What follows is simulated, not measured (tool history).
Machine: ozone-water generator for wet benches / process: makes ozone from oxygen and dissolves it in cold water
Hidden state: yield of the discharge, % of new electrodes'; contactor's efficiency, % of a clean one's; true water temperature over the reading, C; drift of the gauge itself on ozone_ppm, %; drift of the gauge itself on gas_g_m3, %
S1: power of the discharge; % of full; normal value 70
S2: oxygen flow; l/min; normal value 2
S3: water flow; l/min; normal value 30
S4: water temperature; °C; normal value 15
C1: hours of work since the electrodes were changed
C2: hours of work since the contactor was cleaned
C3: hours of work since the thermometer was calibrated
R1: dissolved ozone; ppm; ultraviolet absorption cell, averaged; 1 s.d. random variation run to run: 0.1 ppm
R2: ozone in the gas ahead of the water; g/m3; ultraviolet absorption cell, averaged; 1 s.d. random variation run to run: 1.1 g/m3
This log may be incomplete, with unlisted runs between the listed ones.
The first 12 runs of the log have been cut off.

run	hour	S1	S2	S3	S4	C1	C2	C3	R1	R2
13	383.7	70	2	30	15	1238	2318	5016	6.5	183
14	406.1	70	2	30	15	1253	2333	5032	6.5	185.1
# hour 410.6: water thermometer calibrated
15	445.8	70	2	30	15	1280	2360	24	6.5	184.9
16	489.6	70	2	30	15	1310	2390	54	6.7	183.7
17	519	70	2	30	15	1330	2410	74	6.6	185.6
18	567.7	70	1.92	30	14	1364	2443	107	6.4	187.1
# hour 572.6: water thermometer calibrated, once more
19	608.5	70	2	21	15	1391	2471	25	9.5	185.5
20	652.4	53	2	35	15	1421	2501	55	4.5	148.1
21	691.9	68	1.19	35	15	1448	2528	82	4.3	220
22	734.7	68	1.19	35	15	1477	2557	111	4.2	217.5
23	754.4	68	1.19	35	15	1491	2571	124	4.2	219.9
24	787.4	68	1.19	35	15	1514	2593	147	4.3	217
25	830.1	76	1.43	30	8	1543	2622	176	6.2	221.6
26	866.1	70	2	34	15	1567	2647	201	5.8	184.4
27	914.2	61	2	22	23	1600	2680	234	7.7	168.1
28	957.5	61	2	22	23	1630	2709	263	7.6	164.9
29	994.5	61	2	22	23	1655	2735	289	7.6	164.6
30	1041.2	61	2	22	23	1687	2767	321	7.5	165
31	1076.7	72	2.33	45	15	1711	2791	345	4.9	176.2
32	1119.6	70	2	46	17	1741	2820	374	4.1	181.5

Consider 3 possible next runs. They are alternatives, not a sequence: every one starts from the tool as it was left by run 32. What does each give?
A	1162.5	70	3.39	38	16	1770	2850	404	?	?
B	1162.5	44	2	28	12	1770	2850	404	?	?
C	1162.5	70	2	23	22	1770	2850	404	?	?

run	R1	R2
A	6.6	150.5
B	5	128.3
C	8.2	183.6
The same runs, with their run-to-run variation unchanged, on a tool lacking any hidden condition would have given:
run	R1	R2
A	6.9	154.9
B	5.2	130.7
C	8.7	189

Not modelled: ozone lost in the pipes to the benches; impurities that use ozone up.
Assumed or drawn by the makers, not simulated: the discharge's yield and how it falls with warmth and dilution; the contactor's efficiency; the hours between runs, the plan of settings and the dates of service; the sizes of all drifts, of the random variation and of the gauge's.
